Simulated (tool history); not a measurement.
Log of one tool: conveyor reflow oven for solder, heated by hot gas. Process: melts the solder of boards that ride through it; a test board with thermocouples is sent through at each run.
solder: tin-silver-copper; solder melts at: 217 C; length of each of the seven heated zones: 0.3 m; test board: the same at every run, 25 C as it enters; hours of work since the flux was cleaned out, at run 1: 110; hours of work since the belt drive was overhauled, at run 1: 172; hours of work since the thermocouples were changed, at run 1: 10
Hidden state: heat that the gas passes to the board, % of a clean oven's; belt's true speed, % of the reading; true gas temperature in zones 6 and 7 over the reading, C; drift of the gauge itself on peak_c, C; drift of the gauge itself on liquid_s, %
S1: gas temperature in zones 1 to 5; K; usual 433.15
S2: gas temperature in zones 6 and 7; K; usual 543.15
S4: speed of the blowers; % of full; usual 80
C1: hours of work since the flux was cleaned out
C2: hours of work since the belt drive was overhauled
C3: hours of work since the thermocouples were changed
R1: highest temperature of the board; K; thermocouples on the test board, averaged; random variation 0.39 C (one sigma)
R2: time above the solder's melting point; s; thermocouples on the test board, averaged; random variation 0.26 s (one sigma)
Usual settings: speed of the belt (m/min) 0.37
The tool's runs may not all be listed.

{"run": 1, "hour": 0.0, "S1": 433.15, "S2": 543.15, "speed of the belt (m/min)": 0.37, "S4": 80, "C1": 110, "C2": 172, "C3": 10, "R1": 529.65, "R2": 72}
{"run": 2, "hour": 10.5, "S1": 433.15, "S2": 543.15, "speed of the belt (m/min)": 0.37, "S4": 80, "C1": 114, "C2": 177, "C3": 15, "R1": 528.85, "R2": 71.9}
{"run": 3, "hour": 24.9, "S1": 433.15, "S2": 543.15, "speed of the belt (m/min)": 0.37, "S4": 75, "C1": 120, "C2": 183, "C3": 21, "R1": 527.95, "R2": 70.4}
{"run": 4, "hour": 37.6, "S1": 429.15, "S2": 543.15, "speed of the belt (m/min)": 0.37, "S4": 80, "C1": 126, "C2": 188, "C3": 26, "R1": 528.35, "R2": 70.2}
{"run": 5, "hour": 48.9, "S1": 429.15, "S2": 543.15, "speed of the belt (m/min)": 0.37, "S4": 80, "C1": 131, "C2": 193, "C3": 31, "R1": 528.35, "R2": 69.4}
{"run": 6, "hour": 63.0, "S1": 429.15, "S2": 543.15, "speed of the belt (m/min)": 0.37, "S4": 80, "C1": 137, "C2": 199, "C3": 37, "R1": 528.25, "R2": 69.7}
{"run": 7, "hour": 79.6, "S1": 422.15, "S2": 543.15, "speed of the belt (m/min)": 0.37, "S4": 80, "C1": 144, "C2": 207, "C3": 45, "R1": 528.15, "R2": 66.8}
{"run": 8, "hour": 93.7, "S1": 422.15, "S2": 543.15, "speed of the belt (m/min)": 0.37, "S4": 80, "C1": 150, "C2": 213, "C3": 51, "R1": 527.45, "R2": 66.4}
{"run": 9, "hour": 107.4, "S1": 422.15, "S2": 543.15, "speed of the belt (m/min)": 0.37, "S4": 80, "C1": 156, "C2": 219, "C3": 57, "R1": 527.25, "R2": 66.2}
{"run": 10, "hour": 119.3, "S1": 422.15, "S2": 543.15, "speed of the belt (m/min)": 0.37, "S4": 80, "C1": 161, "C2": 224, "C3": 62, "R1": 526.75, "R2": 65.9}
{"run": 11, "hour": 131.6, "S1": 422.15, "S2": 543.15, "speed of the belt (m/min)": 0.37, "S4": 80, "C1": 167, "C2": 229, "C3": 67, "R1": 526.75, "R2": 66.4}
{"run": 12, "hour": 148.3, "S1": 433.15, "S2": 543.15, "speed of the belt (m/min)": 0.402, "S4": 80, "C1": 174, "C2": 237, "C3": 75, "R1": 525.65, "R2": 62.8}
{"run": 13, "hour": 157.6, "S1": 433.15, "S2": 543.15, "speed of the belt (m/min)": 0.37, "S4": 79, "C1": 178, "C2": 241, "C3": 79, "R1": 528.45, "R2": 71.2}
{"run": 14, "hour": 172.5, "S1": 433.15, "S2": 546.15, "speed of the belt (m/min)": 0.37, "S4": 79, "C1": 185, "C2": 247, "C3": 85, "R1": 531.65, "R2": 73}
{"run": 15, "hour": 189.6, "S1": 433.15, "S2": 534.15, "speed of the belt (m/min)": 0.37, "S4": 80, "C1": 192, "C2": 255, "C3": 93, "R1": 520.75, "R2": 63.8}
{"run": 16, "hour": 207.0, "S1": 436.15, "S2": 534.15, "speed of the belt (m/min)": 0.37, "S4": 85, "C1": 200, "C2": 262, "C3": 100, "R1": 521.85, "R2": 66.6}
{"run": 17, "hour": 225.3, "S1": 433.15, "S2": 539.15, "speed of the belt (m/min)": 0.37, "S4": 80, "C1": 208, "C2": 270, "C3": 108, "R1": 525.35, "R2": 68.4}
{"run": 18, "hour": 236.4, "S1": 433.15, "S2": 539.15, "speed of the belt (m/min)": 0.37, "S4": 80, "C1": 213, "C2": 275, "C3": 113, "R1": 525.25, "R2": 68.1}
{"run": 19, "hour": 249.7, "S1": 429.15, "S2": 553.15, "speed of the belt (m/min)": 0.431, "S4": 58, "C1": 218, "C2": 281, "C3": 119, "R1": 524.95, "R2": 53.9}
{"run": 20, "hour": 259.3, "S1": 435.15, "S2": 539.15, "speed of the belt (m/min)": 0.342, "S4": 58, "C1": 222, "C2": 285, "C3": 123, "R1": 523.55, "R2": 71.6}
{"run": 21, "hour": 280.0, "S1": 435.15, "S2": 539.15, "speed of the belt (m/min)": 0.342, "S4": 58, "C1": 232, "C2": 294, "C3": 132, "R1": 523.15, "R2": 72.1}
{"run": 22, "hour": 293.0, "S1": 435.15, "S2": 539.15, "speed of the belt (m/min)": 0.342, "S4": 58, "C1": 237, "C2": 300, "C3": 138, "R1": 523.25, "R2": 72}
{"run": 23, "hour": 312.2, "S1": 435.15, "S2": 539.15, "speed of the belt (m/min)": 0.342, "S4": 58, "C1": 246, "C2": 308, "C3": 146, "R1": 523.85, "R2": 71.6}
{"run": 24, "hour": 328.1, "S1": 435.15, "S2": 539.15, "speed of the belt (m/min)": 0.303, "S4": 58, "C1": 252, "C2": 315, "C3": 153, "R1": 527.35, "R2": 87.1}
{"run": 25, "hour": 342.9, "S1": 437.15, "S2": 540.15, "speed of the belt (m/min)": 0.303, "S4": 58, "C1": 259, "C2": 321, "C3": 159, "R1": 528.45, "R2": 89.2}
{"run": 26, "hour": 360.0, "S1": 437.15, "S2": 540.15, "speed of the belt (m/min)": 0.303, "S4": 58, "C1": 266, "C2": 329, "C3": 167, "R1": 527.65, "R2": 89.3}
{"run": 27, "hour": 375.8, "S1": 427.15, "S2": 553.15, "speed of the belt (m/min)": 0.303, "S4": 51, "C1": 273, "C2": 336, "C3": 174, "R1": 536.55, "R2": 91.6}
{"run": 28, "hour": 395.1, "S1": 427.15, "S2": 541.15, "speed of the belt (m/min)": 0.436, "S4": 78, "C1": 282, "C2": 344, "C3": 182, "R1": 518.65, "R2": 48.9}
{"run": 29, "hour": 404.4, "S1": 427.15, "S2": 541.15, "speed of the belt (m/min)": 0.436, "S4": 78, "C1": 286, "C2": 348, "C3": 186, "R1": 519.25, "R2": 48.8}
{"run": 30, "hour": 418.6, "S1": 421.15, "S2": 543.15, "speed of the belt (m/min)": 0.306, "S4": 80, "C1": 292, "C2": 354, "C3": 192, "R1": 532.75, "R2": 87.5}

Forecast each of these 3 alternatives for the next run:
{"run": "A", "hour": 433.9, "S1": 427.15, "S2": 537.15, "speed of the belt (m/min)": 0.306, "S4": 58, "C1": 299, "C2": 361, "C3": 199, "R1": "?", "R2": "?"}
{"run": "B", "hour": 433.9, "S1": 433.15, "S2": 532.15, "speed of the belt (m/min)": 0.37, "S4": 80, "C1": 299, "C2": 361, "C3": 199, "R1": "?", "R2": "?"}
{"run": "C", "hour": 433.9, "S1": 435.15, "S2": 543.15, "speed of the belt (m/min)": 0.306, "S4": 80, "C1": 299, "C2": 361, "C3": 199, "R1": "?", "R2": "?"}

run=A R1=523.65 R2=78.8
run=B R1=518.55 R2=61.3
run=C R1=534.45 R2=93.8
Without the tool's hidden state the same runs would have given:
run=A R1=524.75 R2=80.7
run=B R1=520.05 R2=63.9
run=C R1=535.55 R2=95.2
